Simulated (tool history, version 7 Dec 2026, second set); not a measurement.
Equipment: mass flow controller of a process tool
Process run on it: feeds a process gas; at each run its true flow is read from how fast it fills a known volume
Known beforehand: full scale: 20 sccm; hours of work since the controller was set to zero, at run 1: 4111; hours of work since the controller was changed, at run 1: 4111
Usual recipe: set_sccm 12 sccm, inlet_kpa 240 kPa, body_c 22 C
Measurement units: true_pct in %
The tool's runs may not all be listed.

run,day,set_sccm,inlet_kpa,body_c,hours of work since the controller was set to zero,hours of work since the controller was changed,true_pct
1,0.000,12,240,22,4111,4111,96.70
2,8.738,12,240,22,4202,4202,96.78
3,21.825,12,240,22,4340,4340,96.70
4,27.462,12,240,22,4399,4399,96.76
5,33.271,12,240,22,4460,4460,96.66
6,40.500,12,240,22,4536,4536,96.50
7,50.238,4,240,22,4638,4638,93.93
8,59.654,12,240,22,4737,4737,96.52
9,71.992,12,240,22,4866,4866,96.45
10,81.925,12,240,22,4971,4971,96.43
11,90.354,12,240,22,5059,5059,96.17
12,99.183,2,240,20,5152,5152,89.48
13,104.700,6,227,22,5210,5210,94.85
14,111.733,6,227,22,5284,5284,94.84
15,119.812,6,227,22,5369,5369,94.70
16,129.258,6,227,22,5468,5468,94.68
17,140.238,2,192,38,5583,5583,90.47
18,150.346,6,163,28,5689,5689,95.21
19,160.133,6,145,28,5792,5792,95.37

What if the next run were any one of these 4? Each begins from the tool's condition after run 19:
A,171.067,18,223,36,5907,5907,?
B,171.067,6,145,37,5907,5907,?
C,171.067,4,240,22,5907,5907,?
D,171.067,6,277,28,5907,5907,?

run,true_pct
A,97.66
B,95.94
C,92.67
D,94.54
With no hidden state in the tool, these same runs would have given:
run,true_pct
A,100.65
B,100.87
C,99.04
D,99.46
